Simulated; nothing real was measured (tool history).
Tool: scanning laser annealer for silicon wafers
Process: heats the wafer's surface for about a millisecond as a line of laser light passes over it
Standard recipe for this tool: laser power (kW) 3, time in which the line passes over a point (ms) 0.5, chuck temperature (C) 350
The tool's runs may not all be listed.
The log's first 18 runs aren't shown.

| run | day | laser power (kW) | time in which the line passes over a point (ms) | chuck temperature (C) | highest temperature of the surface (C) |
|---|---|---|---|---|---|
| 19 | 51.525 | 3.299 | 0.5 | 350 | 1191 |
| 20 | 53.196 | 3.299 | 0.5 | 350 | 1191 |
| 21 | 56.783 | 3 | 0.424 | 353 | 1035 |
| 22 | 59.854 | 3 | 0.5 | 321 | 1074 |
| 23 | 62.438 | 3 | 0.5 | 355 | 1109 |
| 24 | 65.658 | 3.208 | 0.5 | 365 | 1175 |
| 25 | 68.267 | 3.236 | 0.373 | 331 | 1013 |
| 26 | 71.154 | 3.236 | 0.373 | 331 | 1014 |
| 27 | 73.383 | 3.236 | 0.373 | 331 | 1011 |
|  | 74.308 | optics aligned, line set to its width |
| 28 | 76.804 | 2.73 | 0.552 | 388 | 1105 |
| 29 | 79.812 | 2.73 | 0.552 | 388 | 1101 |
| 30 | 82.538 | 2.73 | 0.552 | 388 | 1101 |
|  | 85.229 | window over the wafer cleaned |
| 31 | 85.767 | 2.73 | 0.552 | 388 | 1121 |
| 32 | 87.5 | 2.862 | 0.5 | 350 | 1078 |
| 33 | 89.917 | 2.862 | 0.5 | 350 | 1078 |
| 34 | 92.817 | 2.862 | 0.5 | 350 | 1076 |
| 35 | 94.758 | 2.862 | 0.5 | 355 | 1075 |
| 36 | 98.175 | 3 | 0.453 | 312 | 1031 |
| 37 | 100.742 | 2.99 | 0.453 | 377 | 1093 |
| 38 | 104.071 | 2.977 | 0.452 | 358 | 1067 |

Consider 5 possible next runs. They are alternatives, not a sequence: every one starts from the tool as it was left by run 38. What does each give?
| A | 106.95 | 3.148 | 0.452 | 358 | ? |
| B | 106.95 | 2.977 | 0.456 | 352 | ? |
| C | 106.95 | 2.89 | 0.419 | 324 | ? |
| D | 106.95 | 2.639 | 0.414 | 350 | ? |
| E | 106.95 | 2.977 | 0.421 | 358 | ? |

| run | highest temperature of the surface (C) |
|---|---|
| A | 1109 |
| B | 1062 |
| C | 979 |
| D | 938 |
| E | 1038 |
What these runs would have given with no unlogged condition in the tool:
| run | highest temperature of the surface (C) |
|---|---|
| A | 1117 |
| B | 1070 |
| C | 987 |
| D | 944 |
| E | 1046 |
